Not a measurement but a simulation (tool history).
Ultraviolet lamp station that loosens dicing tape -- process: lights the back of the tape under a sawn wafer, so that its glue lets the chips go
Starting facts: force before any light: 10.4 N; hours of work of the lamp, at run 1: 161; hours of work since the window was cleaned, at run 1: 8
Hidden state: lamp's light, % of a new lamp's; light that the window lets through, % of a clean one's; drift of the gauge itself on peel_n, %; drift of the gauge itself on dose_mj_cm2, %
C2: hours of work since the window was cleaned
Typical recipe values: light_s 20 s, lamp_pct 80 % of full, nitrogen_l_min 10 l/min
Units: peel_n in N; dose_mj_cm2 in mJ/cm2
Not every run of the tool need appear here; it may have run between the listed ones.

run 1 day=0.000 | light_s=20 lamp_pct=80 nitrogen_l_min=10 | hours_of_work_of_the_lamp=161 C2=8 | peel_n=0.841 dose_mj_cm2=421
run 2 day=1.108 | light_s=20 lamp_pct=80 nitrogen_l_min=10 | hours_of_work_of_the_lamp=173 C2=20 | peel_n=0.844 dose_mj_cm2=415
run 3 day=1.733 | light_s=20 lamp_pct=80 nitrogen_l_min=10 | hours_of_work_of_the_lamp=180 C2=27 | peel_n=0.866 dose_mj_cm2=417
run 4 day=2.912 | light_s=20 lamp_pct=80 nitrogen_l_min=10 | hours_of_work_of_the_lamp=193 C2=39 | peel_n=0.907 dose_mj_cm2=411
run 5 day=3.850 | light_s=20 lamp_pct=80 nitrogen_l_min=10 | hours_of_work_of_the_lamp=203 C2=50 | peel_n=0.885 dose_mj_cm2=408
run 6 day=5.138 | light_s=20 lamp_pct=80 nitrogen_l_min=10 | hours_of_work_of_the_lamp=217 C2=64 | peel_n=0.905 dose_mj_cm2=407
run 7 day=6.392 | light_s=13 lamp_pct=80 nitrogen_l_min=10 | hours_of_work_of_the_lamp=231 C2=78 | peel_n=1.979 dose_mj_cm2=259
run 8 day=7.508 | light_s=20 lamp_pct=99 nitrogen_l_min=10 | hours_of_work_of_the_lamp=243 C2=90 | peel_n=0.600 dose_mj_cm2=501
run 9 day=8.800 | light_s=20 lamp_pct=99 nitrogen_l_min=10 | hours_of_work_of_the_lamp=257 C2=104 | peel_n=0.598 dose_mj_cm2=490
run 10 day=9.442 | light_s=26 lamp_pct=99 nitrogen_l_min=10 | hours_of_work_of_the_lamp=264 C2=111 | peel_n=0.364 dose_mj_cm2=633
run 11 day=10.475 | light_s=15 lamp_pct=80 nitrogen_l_min=10 | hours_of_work_of_the_lamp=276 C2=122 | peel_n=1.627 dose_mj_cm2=296
run 12 day=11.646 | light_s=20 lamp_pct=94 nitrogen_l_min=10 | hours_of_work_of_the_lamp=289 C2=135 | peel_n=0.702 dose_mj_cm2=459
run 13 day=12.571 | light_s=20 lamp_pct=94 nitrogen_l_min=10 | hours_of_work_of_the_lamp=299 C2=145 | peel_n=0.692 dose_mj_cm2=462
run 14 day=13.875 | light_s=20 lamp_pct=80 nitrogen_l_min=10 | hours_of_work_of_the_lamp=313 C2=159 | peel_n=0.961 dose_mj_cm2=386
run 15 day=14.475 | light_s=20 lamp_pct=80 nitrogen_l_min=3 | hours_of_work_of_the_lamp=320 C2=166 | peel_n=2.287 dose_mj_cm2=387
run 16 day=15.350 | light_s=20 lamp_pct=80 nitrogen_l_min=10 | hours_of_work_of_the_lamp=329 C2=176 | peel_n=0.991 dose_mj_cm2=384
run 17 day=16.683 | light_s=20 lamp_pct=80 nitrogen_l_min=10 | hours_of_work_of_the_lamp=344 C2=190 | peel_n=0.999 dose_mj_cm2=380
run 18 day=17.962 | light_s=20 lamp_pct=80 nitrogen_l_min=10 | hours_of_work_of_the_lamp=358 C2=204 | peel_n=1.005 dose_mj_cm2=379
run 19 day=18.533 | light_s=20 lamp_pct=80 nitrogen_l_min=10 | hours_of_work_of_the_lamp=364 C2=210 | peel_n=1.083 dose_mj_cm2=376
run 20 day=19.242 | light_s=20 lamp_pct=80 nitrogen_l_min=10 | hours_of_work_of_the_lamp=372 C2=218 | peel_n=1.036 dose_mj_cm2=375
run 21 day=20.350 | light_s=20 lamp_pct=80 nitrogen_l_min=10 | hours_of_work_of_the_lamp=384 C2=230 | peel_n=1.021 dose_mj_cm2=379
run 22 day=21.417 | light_s=12 lamp_pct=67 nitrogen_l_min=14 | hours_of_work_of_the_lamp=395 C2=242 | peel_n=2.770 dose_mj_cm2=184
run 23 day=22.267 | light_s=23 lamp_pct=80 nitrogen_l_min=10 | hours_of_work_of_the_lamp=405 C2=251 | peel_n=0.817 dose_mj_cm2=424
run 24 day=23.333 | light_s=23 lamp_pct=80 nitrogen_l_min=10 | hours_of_work_of_the_lamp=416 C2=263 | peel_n=0.799 dose_mj_cm2=425
run 25 day=24.396 | light_s=26 lamp_pct=80 nitrogen_l_min=4 | hours_of_work_of_the_lamp=428 C2=275 | peel_n=1.332 dose_mj_cm2=474
run 26 day=25.392 | light_s=33 lamp_pct=80 nitrogen_l_min=4 | hours_of_work_of_the_lamp=439 C2=286 | peel_n=0.871 dose_mj_cm2=603
run 27 day=26.646 | light_s=20 lamp_pct=80 nitrogen_l_min=6 | hours_of_work_of_the_lamp=453 C2=299 | peel_n=1.601 dose_mj_cm2=359
run 28 day=27.538 | light_s=20 lamp_pct=80 nitrogen_l_min=6 | hours_of_work_of_the_lamp=462 C2=309 | peel_n=1.612 dose_mj_cm2=359
run 29 day=28.738 | light_s=33 lamp_pct=85 nitrogen_l_min=10 | hours_of_work_of_the_lamp=476 C2=322 | peel_n=0.378 dose_mj_cm2=627
run 30 day=29.754 | light_s=16 lamp_pct=89 nitrogen_l_min=14 | hours_of_work_of_the_lamp=487 C2=333 | peel_n=1.165 dose_mj_cm2=315
run 31 day=30.646 | light_s=20 lamp_pct=64 nitrogen_l_min=18 | hours_of_work_of_the_lamp=497 C2=343 | peel_n=1.265 dose_mj_cm2=280
run 32 day=31.971 | light_s=16 lamp_pct=97 nitrogen_l_min=10 | hours_of_work_of_the_lamp=511 C2=358 | peel_n=1.239 dose_mj_cm2=339
run 33 day=32.571 | light_s=20 lamp_pct=76 nitrogen_l_min=5 | hours_of_work_of_the_lamp=518 C2=364 | peel_n=2.075 dose_mj_cm2=333
run 34 day=33.396 | light_s=11 lamp_pct=73 nitrogen_l_min=5 | hours_of_work_of_the_lamp=527 C2=373 | peel_n=4.393 dose_mj_cm2=179
run 35 day=34.512 | light_s=11 lamp_pct=73 nitrogen_l_min=5 | hours_of_work_of_the_lamp=539 C2=385 | peel_n=4.392 dose_mj_cm2=178
run 36 day=35.342 | light_s=11 lamp_pct=73 nitrogen_l_min=5 | hours_of_work_of_the_lamp=548 C2=394 | peel_n=4.565 dose_mj_cm2=173
run 37 day=36.608 | light_s=24 lamp_pct=62 nitrogen_l_min=17 | hours_of_work_of_the_lamp=562 C2=408 | peel_n=1.100 dose_mj_cm2=317
run 38 day=37.208 | light_s=24 lamp_pct=62 nitrogen_l_min=17 | hours_of_work_of_the_lamp=568 C2=415 | peel_n=1.063 dose_mj_cm2=313
run 39 day=37.754 | light_s=20 lamp_pct=80 nitrogen_l_min=17 | hours_of_work_of_the_lamp=574 C2=421 | peel_n=0.926 dose_mj_cm2=342

What if the next run were any one of these 3? Each begins from the tool's condition after run 39:
run A day=38.625 | light_s=18 lamp_pct=80 nitrogen_l_min=17 | hours_of_work_of_the_lamp=584 C2=430 | peel_n=? dose_mj_cm2=?
run B day=38.625 | light_s=20 lamp_pct=88 nitrogen_l_min=18 | hours_of_work_of_the_lamp=584 C2=430 | peel_n=? dose_mj_cm2=?
run C day=38.625 | light_s=17 lamp_pct=96 nitrogen_l_min=17 | hours_of_work_of_the_lamp=584 C2=430 | peel_n=? dose_mj_cm2=?

run=A peel_n=1.177 dose_mj_cm2=304
run=B peel_n=0.733 dose_mj_cm2=372
run=C peel_n=0.870 dose_mj_cm2=345
The same runs, with their run-to-run variation unchanged, on a tool lacking any hidden condition would have given:
run=A peel_n=0.692 dose_mj_cm2=393
run=B peel_n=0.431 dose_mj_cm2=482
run=C peel_n=0.503 dose_mj_cm2=447

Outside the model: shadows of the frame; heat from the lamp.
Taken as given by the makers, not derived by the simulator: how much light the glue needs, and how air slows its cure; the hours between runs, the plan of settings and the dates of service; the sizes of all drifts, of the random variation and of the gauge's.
